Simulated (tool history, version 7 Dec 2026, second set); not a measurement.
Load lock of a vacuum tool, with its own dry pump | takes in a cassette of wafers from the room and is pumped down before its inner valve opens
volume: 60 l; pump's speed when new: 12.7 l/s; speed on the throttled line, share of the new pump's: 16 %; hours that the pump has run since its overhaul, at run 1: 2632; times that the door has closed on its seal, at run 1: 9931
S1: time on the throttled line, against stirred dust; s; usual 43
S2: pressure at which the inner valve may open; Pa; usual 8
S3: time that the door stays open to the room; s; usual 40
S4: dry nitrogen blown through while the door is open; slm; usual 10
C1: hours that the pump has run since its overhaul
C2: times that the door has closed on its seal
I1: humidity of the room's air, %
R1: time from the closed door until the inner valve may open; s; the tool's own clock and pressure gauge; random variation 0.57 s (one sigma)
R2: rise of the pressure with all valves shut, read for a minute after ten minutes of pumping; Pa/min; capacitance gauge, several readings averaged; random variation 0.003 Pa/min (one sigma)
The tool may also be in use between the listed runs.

{"run": 1, "hour": 0.0, "S1": 43, "S2": 8, "S3": 40, "S4": 10, "C1": 2632, "C2": 9931, "I1": 45.6, "R1": 85.4, "R2": 0.041}
{"run": 2, "hour": 191.6, "S1": 32, "S2": 8, "S3": 40, "S4": 10, "C1": 2823, "C2": 10654, "I1": 43.6, "R1": 75.6, "R2": 0.048}
{"run": 3, "hour": 351.7, "S1": 32, "S2": 8, "S3": 40, "S4": 10, "C1": 2983, "C2": 11258, "I1": 42.7, "R1": 75.5, "R2": 0.046}
{"run": 4, "hour": 483.7, "S1": 32, "S2": 8, "S3": 40, "S4": 10, "C1": 3115, "C2": 11756, "I1": 44.5, "R1": 75.5, "R2": 0.049}
{"run": 5, "hour": 595.1, "S1": 32, "S2": 8, "S3": 40, "S4": 10, "C1": 3227, "C2": 12177, "I1": 44.1, "R1": 75.7, "R2": 0.046}
{"run": 6, "hour": 791.2, "S1": 43, "S2": 8, "S3": 40, "S4": 10, "C1": 3423, "C2": 12917, "I1": 44.0, "R1": 84.3, "R2": 0.052}
{"run": 7, "hour": 1001.8, "S1": 43, "S2": 8, "S3": 40, "S4": 12, "C1": 3634, "C2": 13711, "I1": 48.2, "R1": 84.6, "R2": 0.056}
{"run": 8, "hour": 1116.8, "S1": 43, "S2": 15, "S3": 40, "S4": 12, "C1": 3749, "C2": 14145, "I1": 43.8, "R1": 82.0, "R2": 0.059}
{"run": 9, "hour": 1229.5, "S1": 43, "S2": 15, "S3": 40, "S4": 12, "C1": 3861, "C2": 14571, "I1": 43.6, "R1": 83.2, "R2": 0.056}
{"run": 10, "hour": 1472.3, "S1": 43, "S2": 8, "S3": 40, "S4": 8, "C1": 4104, "C2": 15487, "I1": 44.4, "R1": 85.9, "R2": 0.062}
{"run": 11, "hour": 1609.3, "S1": 43, "S2": 8, "S3": 40, "S4": 10, "C1": 4241, "C2": 16004, "I1": 44.6, "R1": 85.2, "R2": 0.063}
{"run": 12, "hour": 1762.3, "S1": 43, "S2": 8, "S3": 76, "S4": 10, "C1": 4394, "C2": 16581, "I1": 46.9, "R1": 86.1, "R2": 0.073}
{"run": 13, "hour": 1938.0, "S1": 43, "S2": 8, "S3": 76, "S4": 10, "C1": 4570, "C2": 17244, "I1": 45.9, "R1": 86.0, "R2": 0.073}
{"run": 14, "hour": 2054.9, "S1": 27, "S2": 8, "S3": 76, "S4": 10, "C1": 4687, "C2": 17685, "I1": 44.8, "R1": 73.2, "R2": 0.078}
{"run": 15, "hour": 2250.1, "S1": 43, "S2": 8, "S3": 40, "S4": 10, "C1": 4882, "C2": 18422, "I1": 46.8, "R1": 87.8, "R2": 0.073}
{"run": 16, "hour": 2427.9, "S1": 43, "S2": 8, "S3": 40, "S4": 10, "C1": 5060, "C2": 19093, "I1": 45.4, "R1": 88.1, "R2": 0.082}
{"run": 17, "hour": 2586.5, "S1": 43, "S2": 8, "S3": 40, "S4": 10, "C1": 5218, "C2": 19691, "I1": 42.8, "R1": 87.6, "R2": 0.082}
{"run": 18, "hour": 2726.8, "S1": 43, "S2": 8, "S3": 40, "S4": 10, "C1": 5359, "C2": 20221, "I1": 44.9, "R1": 87.5, "R2": 0.085}
{"run": 19, "hour": 2900.3, "S1": 43, "S2": 8, "S3": 40, "S4": 13, "C1": 5532, "C2": 20875, "I1": 46.4, "R1": 86.5, "R2": 0.091}
{"run": 20, "hour": 3030.9, "S1": 51, "S2": 8, "S3": 40, "S4": 9, "C1": 5663, "C2": 21368, "I1": 43.6, "R1": 95.0, "R2": 0.093}
{"run": 21, "hour": 3255.4, "S1": 43, "S2": 9, "S3": 40, "S4": 10, "C1": 5887, "C2": 22216, "I1": 45.2, "R1": 87.3, "R2": 0.1}
{"run": 22, "hour": 3449.6, "S1": 43, "S2": 7, "S3": 40, "S4": 10, "C1": 6081, "C2": 22948, "I1": 44.1, "R1": 88.7, "R2": 0.1}
{"run": 23, "hour": 3688.5, "S1": 43, "S2": 7, "S3": 40, "S4": 10, "C1": 6320, "C2": 23850, "I1": 45.1, "R1": 88.6, "R2": 0.104}
{"run": 24, "hour": 3872.6, "S1": 29, "S2": 8, "S3": 40, "S4": 7, "C1": 6504, "C2": 24544, "I1": 45.1, "R1": 77.1, "R2": 0.113}
{"run": 25, "hour": 4017.3, "S1": 29, "S2": 13, "S3": 25, "S4": 7, "C1": 6649, "C2": 25091, "I1": 43.7, "R1": 74.7, "R2": 0.112}
{"run": 26, "hour": 4208.7, "S1": 29, "S2": 13, "S3": 120, "S4": 9, "C1": 6840, "C2": 25813, "I1": 45.2, "R1": 75.2, "R2": 0.13}
{"run": 27, "hour": 4354.5, "S1": 25, "S2": 8, "S3": 120, "S4": 9, "C1": 6986, "C2": 26363, "I1": 44.2, "R1": 74.9, "R2": 0.122}
{"run": 28, "hour": 4483.1, "S1": 29, "S2": 12, "S3": 27, "S4": 14, "C1": 7115, "C2": 26848, "I1": 43.2, "R1": 75.1, "R2": 0.124}
{"run": 29, "hour": 4683.0, "S1": 43, "S2": 14, "S3": 28, "S4": 10, "C1": 7315, "C2": 27603, "I1": 44.2, "R1": 85.8, "R2": 0.124}
{"run": 30, "hour": 4915.6, "S1": 43, "S2": 14, "S3": 28, "S4": 10, "C1": 7547, "C2": 28481, "I1": 47.9, "R1": 87.0, "R2": 0.134}
{"run": 31, "hour": 5063.9, "S1": 43, "S2": 14, "S3": 28, "S4": 10, "C1": 7696, "C2": 29040, "I1": 45.8, "R1": 87.5, "R2": 0.13}
{"run": 32, "hour": 5206.9, "S1": 43, "S2": 14, "S3": 28, "S4": 10, "C1": 7839, "C2": 29580, "I1": 44.1, "R1": 87.6, "R2": 0.137}
{"run": 33, "hour": 5432.5, "S1": 43, "S2": 14, "S3": 28, "S4": 10, "C1": 8064, "C2": 30431, "I1": 44.4, "R1": 87.2, "R2": 0.145}
{"run": 34, "hour": 5675.5, "S1": 43, "S2": 14, "S3": 28, "S4": 10, "C1": 8307, "C2": 31348, "I1": 46.1, "R1": 87.0, "R2": 0.152}
{"run": 35, "hour": 5828.6, "S1": 82, "S2": 8, "S3": 114, "S4": 8, "C1": 8460, "C2": 31926, "I1": 44.0, "R1": 121.7, "R2": 0.17}
{"run": 36, "hour": 5979.5, "S1": 82, "S2": 8, "S3": 114, "S4": 8, "C1": 8611, "C2": 32495, "I1": 46.4, "R1": 123.4, "R2": 0.174}
{"run": 37, "hour": 6128.5, "S1": 82, "S2": 8, "S3": 114, "S4": 8, "C1": 8760, "C2": 33058, "I1": 45.4, "R1": 122.2, "R2": 0.174}

Forecast each of these 3 alternatives for the next run:
{"run": "A", "hour": 6255.9, "S1": 43, "S2": 8, "S3": 40, "S4": 18, "C1": 8888, "C2": 33538, "I1": 45.1, "R1": "?", "R2": "?"}
{"run": "B", "hour": 6255.9, "S1": 43, "S2": 8, "S3": 195, "S4": 10, "C1": 8888, "C2": 33538, "I1": 42.8, "R1": "?", "R2": "?"}
{"run": "C", "hour": 6255.9, "S1": 43, "S2": 13, "S3": 27, "S4": 34, "C1": 8888, "C2": 33538, "I1": 46.1, "R1": "?", "R2": "?"}

run=A R1=92.1 R2=0.165
run=B R1=91.5 R2=0.179
run=C R1=88.9 R2=0.157
Without the tool's hidden state the same runs would have given:
run=A R1=81.4 R2=0.015
run=B R1=80.9 R2=0.029
run=C R1=78.9 R2=0.007

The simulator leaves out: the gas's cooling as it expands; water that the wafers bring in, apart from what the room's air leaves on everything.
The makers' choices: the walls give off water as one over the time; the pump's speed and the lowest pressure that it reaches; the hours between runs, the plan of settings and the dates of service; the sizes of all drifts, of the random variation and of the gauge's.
